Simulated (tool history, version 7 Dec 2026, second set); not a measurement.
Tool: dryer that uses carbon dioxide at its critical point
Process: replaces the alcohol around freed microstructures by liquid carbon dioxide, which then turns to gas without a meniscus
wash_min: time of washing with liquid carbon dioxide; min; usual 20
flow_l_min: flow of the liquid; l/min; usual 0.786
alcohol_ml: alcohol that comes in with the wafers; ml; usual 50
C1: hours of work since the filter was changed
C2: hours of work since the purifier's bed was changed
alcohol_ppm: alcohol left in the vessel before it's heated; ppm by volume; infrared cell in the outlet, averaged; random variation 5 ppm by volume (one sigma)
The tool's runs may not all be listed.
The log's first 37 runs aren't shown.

Run 38, hour 633.2: usual settings but wash_min 18 min, alcohol_ml 74 ml; C1 175; C2 482. Result: alcohol_ppm 135 ppm by volume.
Run 39, hour 644: usual settings but wash_min 18 min, flow_l_min 1.312 l/min, alcohol_ml 32 ml; C1 180; C2 487. Result: alcohol_ppm 73 ppm by volume.
Run 40, hour 654.5: usual settings but wash_min 18 min, flow_l_min 1.312 l/min, alcohol_ml 32 ml; C1 185; C2 491. Result: alcohol_ppm 81 ppm by volume.
Run 41, hour 666.8: usual settings but wash_min 18 min, flow_l_min 1.312 l/min, alcohol_ml 32 ml; C1 190; C2 497. Result: alcohol_ppm 82 ppm by volume.
Run 42, hour 684.9: usual settings but wash_min 29 min, flow_l_min 1.077 l/min, alcohol_ml 63 ml; C1 198; C2 505. Result: alcohol_ppm 90 ppm by volume.
Run 43, hour 701.2: usual settings but wash_min 29 min, flow_l_min 1.322 l/min, alcohol_ml 103 ml; C1 205; C2 512. Result: alcohol_ppm 85 ppm by volume.
Run 44, hour 719.9: usual settings but wash_min 19 min, alcohol_ml 35 ml; C1 213; C2 520. Result: alcohol_ppm 125 ppm by volume.
Run 45, hour 737.3: usual settings but wash_min 13 min, flow_l_min 0.79 l/min, alcohol_ml 23 ml; C1 221; C2 527. Result: alcohol_ppm 211 ppm by volume.
Run 46, hour 759.8: usual settings but wash_min 17 min, flow_l_min 1.051 l/min, alcohol_ml 30 ml; C1 230; C2 537. Result: alcohol_ppm 98 ppm by volume.

Forecast each of these 5 alternatives for the next run:
Run A, hour 780.5: usual settings but wash_min 17 min, flow_l_min 1.051 l/min, alcohol_ml 47 ml; C1 239; C2 546. Result: alcohol_ppm ?.
Run B, hour 780.5: usual settings but wash_min 14 min, flow_l_min 0.484 l/min; C1 239; C2 546. Result: alcohol_ppm ?.
Run C, hour 780.5: usual settings but wash_min 17 min, flow_l_min 1.051 l/min, alcohol_ml 48 ml; C1 239; C2 546. Result: alcohol_ppm ?.
Run D, hour 780.5: usual settings but wash_min 15 min, flow_l_min 0.905 l/min, alcohol_ml 21 ml; C1 239; C2 546. Result: alcohol_ppm ?.
Run E, hour 780.5: usual settings but wash_min 21 min, flow_l_min 0.732 l/min, alcohol_ml 30 ml; C1 239; C2 546. Result: alcohol_ppm ?.

run  alcohol_ppm
  A          103
  B         1372
  C           98
  D          118
  E          101
Without the tool's hidden state the same runs would have given:
run  alcohol_ppm
  A           11
  B         1058
  C           11
  D           22
  E            9
